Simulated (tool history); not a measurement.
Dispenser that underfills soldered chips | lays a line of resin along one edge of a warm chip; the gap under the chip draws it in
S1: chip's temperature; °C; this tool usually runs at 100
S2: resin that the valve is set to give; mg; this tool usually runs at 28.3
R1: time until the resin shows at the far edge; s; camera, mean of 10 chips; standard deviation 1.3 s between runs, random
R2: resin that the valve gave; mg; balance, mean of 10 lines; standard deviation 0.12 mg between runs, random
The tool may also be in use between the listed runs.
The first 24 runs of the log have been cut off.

run   hour   S1    S2     R1     R2
     136.8  -- new syringe of resin
 25  138.3  101  33.4  134.9  32.10
 26  145.7  100  34.6  197.5  33.34
 27  153.3  100  34.6  281.9  33.26
     155.3  -- new syringe of resin
 28  159.1  100  34.6  154.2  33.28
 29  167.2  103  26.1  207.4  24.95
     173.4  -- new syringe of resin
 30  174.4  100  31.9  136.6  30.39
 31  178.8   96  33.3  195.4  31.58
 32  185.6   93  33.3  306.4  31.55
     191.7  -- new syringe of resin
 33  193.2   93  33.3  191.2  31.43
 34  199.1  100  25.3  196.7  24.04
 35  207.0  100  33.8  263.8  32.03

Each row is a separate what-if for the run after 35, all from the same tool condition, not one after another. Results?
     210.3  -- new syringe of resin
  A  214.5   86  36.2   ?   ?
     210.3  -- new syringe of resin
  B  214.5  113  35.2   ?   ?
     210.3  -- new syringe of resin
  C  214.5  112  28.9   ?   ?

run     R1     R2
  A  294.1  34.25
  B   92.3  33.14
  C   97.1  27.17
With no hidden state in the tool, these same runs would have given:
run     R1     R2
  A  226.7  36.45
  B   71.9  35.28
  C   75.1  28.91
